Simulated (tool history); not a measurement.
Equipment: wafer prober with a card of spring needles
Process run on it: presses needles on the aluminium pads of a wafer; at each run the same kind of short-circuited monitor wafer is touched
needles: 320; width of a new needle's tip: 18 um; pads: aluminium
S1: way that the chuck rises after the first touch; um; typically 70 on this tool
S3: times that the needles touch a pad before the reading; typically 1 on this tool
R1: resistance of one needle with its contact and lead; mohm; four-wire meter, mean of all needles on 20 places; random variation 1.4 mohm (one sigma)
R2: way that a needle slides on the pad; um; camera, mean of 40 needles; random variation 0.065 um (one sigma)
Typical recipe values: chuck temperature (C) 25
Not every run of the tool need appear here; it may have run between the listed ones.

run 1 hour=0 | S1=70 chuck_temperature_(C)=25 S3=1 | R1=152 R2=8.49
-- hour=6.7 tips cleaned on abrasive film
-- hour=13.4 tips cleaned on abrasive film
-- hour=20.1 tips cleaned on abrasive film
-- hour=26.7 tips cleaned on abrasive film
run 2 hour=31.6 | S1=70 chuck_temperature_(C)=33 S3=1 | R1=202 R2=8.29
-- hour=35 tips cleaned on abrasive film
-- hour=41.6 tips cleaned on abrasive film
-- hour=50 tips cleaned on abrasive film
-- hour=51.9 height of the first contact set anew
-- hour=56.9 tips cleaned on abrasive film
-- hour=63.6 tips cleaned on abrasive film
-- hour=70.3 tips cleaned on abrasive film
-- hour=77 tips cleaned on abrasive film
run 3 hour=79.7 | S1=70 chuck_temperature_(C)=25 S3=1 | R1=172 R2=9.12
-- hour=84.7 tips cleaned on abrasive film
-- hour=91.4 tips cleaned on abrasive film
-- hour=103.4 card fitted with new needles
-- hour=111.8 tips cleaned on abrasive film
-- hour=118.4 tips cleaned on abrasive film
-- hour=126.8 tips cleaned on abrasive film
-- hour=133.4 tips cleaned on abrasive film
run 4 hour=135.7 | S1=70 chuck_temperature_(C)=25 S3=1 | R1=154 R2=9.14
-- hour=140.7 tips cleaned on abrasive film
-- hour=147.4 tips cleaned on abrasive film
-- hour=154.1 tips cleaned on abrasive film
-- hour=162.4 tips cleaned on abrasive film
-- hour=170.8 tips cleaned on abrasive film
run 5 hour=176.8 | S1=70 chuck_temperature_(C)=25 S3=1 | R1=168 R2=8.87
-- hour=178.6 tips cleaned on abrasive film
-- hour=185.2 tips cleaned on abrasive film
-- hour=193.6 tips cleaned on abrasive film
-- hour=200.3 tips cleaned on abrasive film
-- hour=206.9 tips cleaned on abrasive film
-- hour=215.3 tips cleaned on abrasive film
-- hour=222 tips cleaned on abrasive film
run 6 hour=227.8 | S1=70 chuck_temperature_(C)=25 S3=1 | R1=171 R2=9
-- hour=229.6 tips cleaned on abrasive film
-- hour=236.2 tips cleaned on abrasive film
-- hour=242.9 tips cleaned on abrasive film
-- hour=251.3 tips cleaned on abrasive film
-- hour=257.9 tips cleaned on abrasive film
-- hour=264.6 tips cleaned on abrasive film
-- hour=271.3 tips cleaned on abrasive film
run 7 hour=271.6 | S1=70 chuck_temperature_(C)=25 S3=1 | R1=133 R2=8.9
-- hour=278.3 tips cleaned on abrasive film
-- hour=285 tips cleaned on abrasive film
-- hour=291.7 tips cleaned on abrasive film
-- hour=298.4 tips cleaned on abrasive film
run 8 hour=303.2 | S1=70 chuck_temperature_(C)=25 S3=1 | R1=164 R2=8.82
-- hour=306.6 tips cleaned on abrasive film
-- hour=313.3 tips cleaned on abrasive film
-- hour=321.6 tips cleaned on abrasive film
-- hour=329.9 tips cleaned on abrasive film
-- hour=336.6 tips cleaned on abrasive film
-- hour=343.3 tips cleaned on abrasive film
run 9 hour=349.7 | S1=70 chuck_temperature_(C)=25 S3=1 | R1=176 R2=8.86
-- hour=351.4 tips cleaned on abrasive film
-- hour=359.8 tips cleaned on abrasive film
-- hour=366.5 tips cleaned on abrasive film
-- hour=374.8 tips cleaned on abrasive film
run 10 hour=377.7 | S1=71 chuck_temperature_(C)=25 S3=1 | R1=162 R2=8.84
-- hour=382.8 tips cleaned on abrasive film
-- hour=391.1 tips cleaned on abrasive film
-- hour=399.4 tips cleaned on abrasive film
-- hour=407.8 tips cleaned on abrasive film
run 11 hour=410.2 | S1=70 chuck_temperature_(C)=25 S3=1 | R1=158 R2=8.62
-- hour=415.3 tips cleaned on abrasive film
-- hour=423.6 tips cleaned on abrasive film
-- hour=430.3 tips cleaned on abrasive film
-- hour=438.6 tips cleaned on abrasive film
-- hour=446.9 tips cleaned on abrasive film
-- hour=453.6 tips cleaned on abrasive film
run 12 hour=454.4 | S1=54 chuck_temperature_(C)=40 S3=2 | R1=146 R2=6.54
-- hour=461.1 tips cleaned on abrasive film
-- hour=467.8 tips cleaned on abrasive film
-- hour=476.1 tips cleaned on abrasive film
-- hour=484.5 tips cleaned on abrasive film
-- hour=491.2 tips cleaned on abrasive film
-- hour=497.8 tips cleaned on abrasive film
run 13 hour=500.6 | S1=87 chuck_temperature_(C)=90 S3=2 | R1=151 R2=10.71
-- hour=505.6 tips cleaned on abrasive film
-- hour=513.9 tips cleaned on abrasive film
-- hour=522.3 tips cleaned on abrasive film
-- hour=530.6 tips cleaned on abrasive film
-- hour=538.9 tips cleaned on abrasive film
-- hour=547.2 tips cleaned on abrasive film
-- hour=554.1 tips cleaned on abrasive film
run 14 hour=554.1 | S1=87 chuck_temperature_(C)=96 S3=3 | R1=139 R2=10.82
-- hour=562.4 tips cleaned on abrasive film
-- hour=570.7 tips cleaned on abrasive film
-- hour=577.4 tips cleaned on abrasive film
-- hour=584.3 height of the first contact set anew
-- hour=586 tips cleaned on abrasive film
-- hour=592.7 tips cleaned on abrasive film
-- hour=599.4 tips cleaned on abrasive film
-- hour=606.1 tips cleaned on abrasive film
run 15 hour=608.3 | S1=71 chuck_temperature_(C)=31 S3=3 | R1=137 R2=9.35
-- hour=613.3 tips cleaned on abrasive film
-- hour=620 tips cleaned on abrasive film
-- hour=626.7 tips cleaned on abrasive film
-- hour=633.4 tips cleaned on abrasive film
-- hour=640.1 tips cleaned on abrasive film
-- hour=648.4 tips cleaned on abrasive film
-- hour=656.7 tips cleaned on abrasive film
-- hour=663.5 tips cleaned on abrasive film
run 16 hour=663.5 | S1=89 chuck_temperature_(C)=82 S3=2 | R1=137 R2=11.44
-- hour=670.2 tips cleaned on abrasive film
-- hour=678.6 tips cleaned on abrasive film
-- hour=685.3 tips cleaned on abrasive film
-- hour=691.9 tips cleaned on abrasive film
run 17 hour=692.7 | S1=89 chuck_temperature_(C)=91 S3=2 | R1=144 R2=11.39
-- hour=699.4 tips cleaned on abrasive film
-- hour=706.1 tips cleaned on abrasive film
-- hour=714.4 tips cleaned on abrasive film
-- hour=722.7 tips cleaned on abrasive film
-- hour=731.1 tips cleaned on abrasive film
-- hour=737.7 tips cleaned on abrasive film
run 18 hour=737.7 | S1=60 chuck_temperature_(C)=46 S3=1 | R1=136 R2=7.66
-- hour=744.5 tips cleaned on abrasive film
-- hour=752.8 tips cleaned on abrasive film
-- hour=761.1 tips cleaned on abrasive film
-- hour=769.5 tips cleaned on abrasive film
-- hour=776.2 tips cleaned on abrasive film
run 19 hour=781.1 | S1=60 chuck_temperature_(C)=46 S3=1 | R1=194 R2=7.53
-- hour=784.5 tips cleaned on abrasive film
-- hour=791.1 tips cleaned on abrasive film
-- hour=799.5 tips cleaned on abrasive film
-- hour=806.1 tips cleaned on abrasive film
-- hour=812.8 tips cleaned on abrasive film
-- hour=819.5 tips cleaned on abrasive film
run 20 hour=824.4 | S1=60 chuck_temperature_(C)=59 S3=2 | R1=174 R2=7.44
-- hour=827.8 tips cleaned on abrasive film
-- hour=834.5 tips cleaned on abrasive film
-- hour=841.1 tips cleaned on abrasive film
-- hour=849.5 tips cleaned on abrasive film
-- hour=856.1 tips cleaned on abrasive film
-- hour=864.3 tips cleaned on abrasive film
run 21 hour=864.3 | S1=60 chuck_temperature_(C)=59 S3=2 | R1=142 R2=7.35

Here are 5 independent what-if runs from the current tool condition. What would each one return?
-- hour=871 tips cleaned on abrasive film
-- hour=879.3 tips cleaned on abrasive film
-- hour=886 tips cleaned on abrasive film
-- hour=892.7 tips cleaned on abrasive film
-- hour=899.4 tips cleaned on abrasive film
-- hour=907.7 tips cleaned on abrasive film
run A hour=913 | S1=75 chuck_temperature_(C)=59 S3=2 | R1=? R2=?
-- hour=871 tips cleaned on abrasive film
-- hour=879.3 tips cleaned on abrasive film
-- hour=886 tips cleaned on abrasive film
-- hour=892.7 tips cleaned on abrasive film
-- hour=899.4 tips cleaned on abrasive film
-- hour=907.7 tips cleaned on abrasive film
run B hour=913 | S1=70 chuck_temperature_(C)=47 S3=3 | R1=? R2=?
-- hour=871 tips cleaned on abrasive film
-- hour=879.3 tips cleaned on abrasive film
-- hour=886 tips cleaned on abrasive film
-- hour=892.7 tips cleaned on abrasive film
-- hour=899.4 tips cleaned on abrasive film
-- hour=907.7 tips cleaned on abrasive film
run C hour=913 | S1=75 chuck_temperature_(C)=58 S3=3 | R1=? R2=?
-- hour=871 tips cleaned on abrasive film
-- hour=879.3 tips cleaned on abrasive film
-- hour=886 tips cleaned on abrasive film
-- hour=892.7 tips cleaned on abrasive film
-- hour=899.4 tips cleaned on abrasive film
-- hour=907.7 tips cleaned on abrasive film
run D hour=913 | S1=67 chuck_temperature_(C)=83 S3=2 | R1=? R2=?
-- hour=871 tips cleaned on abrasive film
-- hour=879.3 tips cleaned on abrasive film
-- hour=886 tips cleaned on abrasive film
-- hour=892.7 tips cleaned on abrasive film
-- hour=899.4 tips cleaned on abrasive film
-- hour=907.7 tips cleaned on abrasive film
run E hour=913 | S1=55 chuck_temperature_(C)=49 S3=1 | R1=? R2=?

run=A R1=160 R2=9.33
run=B R1=149 R2=8.69
run=C R1=150 R2=9.26
run=D R1=175 R2=8.26
run=E R1=220 R2=6.78
With no hidden state in the tool, these same runs would have given:
run=A R1=131 R2=9.79
run=B R1=128 R2=9.15
run=C R1=132 R2=9.72
run=D R1=139 R2=8.72
run=E R1=134 R2=7.24
